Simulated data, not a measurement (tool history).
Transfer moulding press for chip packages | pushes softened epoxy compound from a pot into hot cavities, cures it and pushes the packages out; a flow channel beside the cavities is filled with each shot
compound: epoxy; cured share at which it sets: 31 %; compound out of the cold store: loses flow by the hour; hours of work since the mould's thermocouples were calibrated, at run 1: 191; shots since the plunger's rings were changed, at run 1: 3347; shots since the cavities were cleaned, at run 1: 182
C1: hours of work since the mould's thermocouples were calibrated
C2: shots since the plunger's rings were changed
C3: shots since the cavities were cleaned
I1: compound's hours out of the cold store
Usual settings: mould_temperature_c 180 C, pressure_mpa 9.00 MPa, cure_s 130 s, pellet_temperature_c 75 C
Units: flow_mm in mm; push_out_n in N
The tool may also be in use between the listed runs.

run 1 hour=0.0 | mould_temperature_c=180 pressure_mpa=9.00 cure_s=130 pellet_temperature_c=75 | C1=191 C2=3347 C3=182 | I1=9.6 | flow_mm=611 push_out_n=651
run 2 hour=22.9 | mould_temperature_c=180 pressure_mpa=9.00 cure_s=126 pellet_temperature_c=75 | C1=206 C2=3567 C3=402 | I1=15.7 | flow_mm=587 push_out_n=807
-- hour=44.0 cavities cleaned with cleaning compound and waxed
run 3 hour=48.5 | mould_temperature_c=180 pressure_mpa=9.00 cure_s=113 pellet_temperature_c=75 | C1=221 C2=3797 C3=43 | I1=11.5 | flow_mm=602 push_out_n=726
run 4 hour=73.1 | mould_temperature_c=180 pressure_mpa=9.00 cure_s=113 pellet_temperature_c=75 | C1=237 C2=4032 C3=278 | I1=47.5 | flow_mm=493 push_out_n=769
run 5 hour=94.1 | mould_temperature_c=180 pressure_mpa=9.00 cure_s=113 pellet_temperature_c=82 | C1=251 C2=4234 C3=480 | I1=45.0 | flow_mm=494 push_out_n=838
-- hour=106.9 cavities cleaned with cleaning compound and waxed
run 6 hour=116.2 | mould_temperature_c=180 pressure_mpa=9.00 cure_s=123 pellet_temperature_c=75 | C1=264 C2=4431 C3=89 | I1=35.5 | flow_mm=517 push_out_n=627
run 7 hour=131.0 | mould_temperature_c=180 pressure_mpa=9.00 cure_s=130 pellet_temperature_c=75 | C1=274 C2=4574 C3=232 | I1=8.9 | flow_mm=604 push_out_n=691
run 8 hour=148.6 | mould_temperature_c=180 pressure_mpa=9.58 cure_s=130 pellet_temperature_c=75 | C1=285 C2=4741 C3=399 | I1=29.1 | flow_mm=557 push_out_n=724
-- hour=169.9 cavities cleaned with cleaning compound and waxed
run 9 hour=175.4 | mould_temperature_c=180 pressure_mpa=9.00 cure_s=130 pellet_temperature_c=75 | C1=301 C2=4984 C3=53 | I1=12.6 | flow_mm=590 push_out_n=552
-- hour=179.2 mould's thermocouples calibrated
-- hour=196.7 plunger's sealing rings changed
run 10 hour=196.9 | mould_temperature_c=180 pressure_mpa=9.00 cure_s=130 pellet_temperature_c=75 | C1=10 C2=2 C3=216 | I1=39.0 | flow_mm=531 push_out_n=656
run 11 hour=216.9 | mould_temperature_c=180 pressure_mpa=9.00 cure_s=130 pellet_temperature_c=75 | C1=23 C2=194 C3=408 | I1=39.3 | flow_mm=526 push_out_n=743
run 12 hour=233.2 | mould_temperature_c=180 pressure_mpa=9.00 cure_s=130 pellet_temperature_c=75 | C1=33 C2=349 C3=563 | I1=12.5 | flow_mm=612 push_out_n=846
-- hour=238.2 cavities cleaned with cleaning compound and waxed
run 13 hour=255.0 | mould_temperature_c=178 pressure_mpa=9.00 cure_s=130 pellet_temperature_c=75 | C1=46 C2=544 C3=160 | I1=33.8 | flow_mm=546 push_out_n=692
run 14 hour=275.8 | mould_temperature_c=178 pressure_mpa=9.00 cure_s=130 pellet_temperature_c=75 | C1=60 C2=743 C3=359 | I1=35.1 | flow_mm=540 push_out_n=806
run 15 hour=288.2 | mould_temperature_c=178 pressure_mpa=9.00 cure_s=130 pellet_temperature_c=75 | C1=68 C2=862 C3=478 | I1=39.0 | flow_mm=528 push_out_n=823
-- hour=297.5 mould's thermocouples calibrated, once more
-- hour=304.1 cavities cleaned with cleaning compound and waxed
run 16 hour=313.7 | mould_temperature_c=176 pressure_mpa=7.95 cure_s=130 pellet_temperature_c=75 | C1=9 C2=1073 C3=92 | I1=10.2 | flow_mm=592 push_out_n=727
run 17 hour=337.1 | mould_temperature_c=180 pressure_mpa=10.14 cure_s=130 pellet_temperature_c=84 | C1=25 C2=1297 C3=316 | I1=9.8 | flow_mm=658 push_out_n=719
run 18 hour=360.4 | mould_temperature_c=184 pressure_mpa=10.54 cure_s=130 pellet_temperature_c=75 | C1=40 C2=1520 C3=539 | I1=35.4 | flow_mm=572 push_out_n=653
-- hour=366.9 cavities cleaned with cleaning compound and waxed
run 19 hour=373.8 | mould_temperature_c=185 pressure_mpa=10.54 cure_s=158 pellet_temperature_c=75 | C1=47 C2=1634 C3=65 | I1=36.4 | flow_mm=562 push_out_n=470
run 20 hour=393.2 | mould_temperature_c=185 pressure_mpa=10.54 cure_s=158 pellet_temperature_c=75 | C1=60 C2=1820 C3=251 | I1=29.4 | flow_mm=587 push_out_n=561
run 21 hour=415.4 | mould_temperature_c=185 pressure_mpa=10.54 cure_s=158 pellet_temperature_c=75 | C1=74 C2=2033 C3=464 | I1=16.9 | flow_mm=627 push_out_n=624
-- hour=429.6 cavities cleaned with cleaning compound and waxed
run 22 hour=442.2 | mould_temperature_c=185 pressure_mpa=10.54 cure_s=158 pellet_temperature_c=75 | C1=90 C2=2276 C3=122 | I1=45.7 | flow_mm=527 push_out_n=483
run 23 hour=457.0 | mould_temperature_c=185 pressure_mpa=10.54 cure_s=123 pellet_temperature_c=69 | C1=100 C2=2417 C3=263 | I1=19.2 | flow_mm=624 push_out_n=600
run 24 hour=473.1 | mould_temperature_c=174 pressure_mpa=10.54 cure_s=123 pellet_temperature_c=84 | C1=110 C2=2571 C3=417 | I1=21.8 | flow_mm=625 push_out_n=1131
-- hour=493.0 cavities cleaned with cleaning compound and waxed
run 25 hour=495.9 | mould_temperature_c=174 pressure_mpa=10.54 cure_s=123 pellet_temperature_c=84 | C1=124 C2=2775 C3=28 | I1=27.6 | flow_mm=604 push_out_n=826
run 26 hour=514.5 | mould_temperature_c=180 pressure_mpa=9.00 cure_s=159 pellet_temperature_c=75 | C1=136 C2=2954 C3=207 | I1=16.6 | flow_mm=586 push_out_n=559
run 27 hour=539.3 | mould_temperature_c=180 pressure_mpa=10.45 cure_s=113 pellet_temperature_c=77 | C1=152 C2=3191 C3=444 | I1=26.6 | flow_mm=590 push_out_n=908

5 ways to go on from here, each from the tool as it stands after run 27. What would each give?
run A hour=552.4 | mould_temperature_c=180 pressure_mpa=9.00 cure_s=130 pellet_temperature_c=83 | C1=160 C2=3317 C3=570 | I1=35.8 | flow_mm=? push_out_n=?
run B hour=552.4 | mould_temperature_c=180 pressure_mpa=8.73 cure_s=130 pellet_temperature_c=75 | C1=160 C2=3317 C3=570 | I1=37.9 | flow_mm=? push_out_n=?
run C hour=552.4 | mould_temperature_c=180 pressure_mpa=7.05 cure_s=123 pellet_temperature_c=77 | C1=160 C2=3317 C3=570 | I1=34.7 | flow_mm=? push_out_n=?
run D hour=552.4 | mould_temperature_c=179 pressure_mpa=9.00 cure_s=148 pellet_temperature_c=75 | C1=160 C2=3317 C3=570 | I1=11.1 | flow_mm=? push_out_n=?
run E hour=552.4 | mould_temperature_c=176 pressure_mpa=10.45 cure_s=113 pellet_temperature_c=83 | C1=160 C2=3317 C3=570 | I1=23.0 | flow_mm=? push_out_n=?

run=A flow_mm=521 push_out_n=776
run=B flow_mm=508 push_out_n=764
run=C flow_mm=464 push_out_n=828
run=D flow_mm=598 push_out_n=719
run=E flow_mm=611 push_out_n=1282
Without the tool's hidden state the same runs would have given:
run=A flow_mm=538 push_out_n=492
run=B flow_mm=525 push_out_n=484
run=C flow_mm=480 push_out_n=522
run=D flow_mm=618 push_out_n=457
run=E flow_mm=631 push_out_n=800
